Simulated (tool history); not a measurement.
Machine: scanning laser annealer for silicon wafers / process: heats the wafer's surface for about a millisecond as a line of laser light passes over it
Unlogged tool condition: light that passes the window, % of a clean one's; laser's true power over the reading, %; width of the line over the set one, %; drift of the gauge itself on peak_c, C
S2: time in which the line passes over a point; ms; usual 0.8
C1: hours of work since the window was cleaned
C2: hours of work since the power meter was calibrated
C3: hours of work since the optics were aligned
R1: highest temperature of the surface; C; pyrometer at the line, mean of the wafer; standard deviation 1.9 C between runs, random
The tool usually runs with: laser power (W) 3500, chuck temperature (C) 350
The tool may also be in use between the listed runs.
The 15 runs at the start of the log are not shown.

Run 16, day 10.521: usual settings but laser power (W) 3605, S2 0.874 ms, chuck temperature (C) 317; C1 205; C2 678; C3 237. Result: R1 1106 C.
Run 17, day 11.204: usual settings but laser power (W) 3605, S2 0.874 ms, chuck temperature (C) 317; C1 216; C2 689; C3 248. Result: R1 1105 C.
Run 18, day 11.725: usual settings but laser power (W) 3346, S2 0.915 ms, chuck temperature (C) 358; C1 224; C2 697; C3 256. Result: R1 1100 C.
Run 19, day 12.558: usual settings but laser power (W) 3190, S2 0.924 ms, chuck temperature (C) 348; C1 237; C2 710; C3 270. Result: R1 1049 C.
Run 20, day 13.442: usual settings but laser power (W) 3190, S2 0.924 ms, chuck temperature (C) 348; C1 251; C2 724; C3 284. Result: R1 1047 C.
Run 21, day 14.083: usual settings but laser power (W) 3439, S2 0.767 ms, chuck temperature (C) 353; C1 261; C2 734; C3 294. Result: R1 1046 C.
Run 22, day 14.638: usual settings but laser power (W) 3439, S2 0.767 ms, chuck temperature (C) 373; C1 270; C2 743; C3 303. Result: R1 1068 C.
Run 23, day 15.367: usual settings but laser power (W) 3085, S2 0.996 ms, chuck temperature (C) 313; C1 282; C2 755; C3 314. Result: R1 1010 C.
Run 24, day 15.983: usual settings but laser power (W) 3085, S2 0.601 ms, chuck temperature (C) 344; C1 292; C2 764; C3 324. Result: R1 891 C.
Run 25, day 16.858: usual settings but laser power (W) 3085, S2 0.601 ms, chuck temperature (C) 344; C1 305; C2 778; C3 338. Result: R1 890 C.
Run 26, day 17.85: usual settings but laser power (W) 3085, S2 0.601 ms, chuck temperature (C) 344; C1 321; C2 794; C3 353. Result: R1 889 C.
Run 27, day 18.421: usual settings but laser power (W) 3085, S2 0.688 ms, chuck temperature (C) 344; C1 330; C2 803; C3 362. Result: R1 923 C.
Run 28, day 19.117: usual settings but laser power (W) 3085, S2 0.688 ms, chuck temperature (C) 344; C1 341; C2 814; C3 373. Result: R1 919 C.
Run 29, day 19.867: usual settings but laser power (W) 3056, S2 0.909 ms, chuck temperature (C) 374; C1 353; C2 826; C3 385. Result: R1 1022 C.
Run 30, day 20.333: usual settings but laser power (W) 3617; C1 360; C2 833; C3 393. Result: R1 1087 C.

Branching from run 30: 4 alternative next runs. What would each branch give?
Run A, day 20.938: usual settings but laser power (W) 3617, S2 0.562 ms, chuck temperature (C) 328; C1 370; C2 843; C3 402. Result: R1 ?.
Run B, day 20.938: usual settings but laser power (W) 3468, S2 0.823 ms; C1 370; C2 843; C3 402. Result: R1 ?.
Run C, day 20.938: usual settings but laser power (W) 3617, S2 0.646 ms, chuck temperature (C) 342; C1 370; C2 843; C3 402. Result: R1 ?.
Run D, day 20.938: usual settings but laser power (W) 3617, S2 0.619 ms; C1 370; C2 843; C3 402. Result: R1 ?.

run    R1
  A   951
  B  1062
  C  1005
  D  1000
Take away the tool's hidden state, keep each run's random variation, and the runs would have read:
run    R1
  A  1000
  B  1117
  C  1057
  D  1050

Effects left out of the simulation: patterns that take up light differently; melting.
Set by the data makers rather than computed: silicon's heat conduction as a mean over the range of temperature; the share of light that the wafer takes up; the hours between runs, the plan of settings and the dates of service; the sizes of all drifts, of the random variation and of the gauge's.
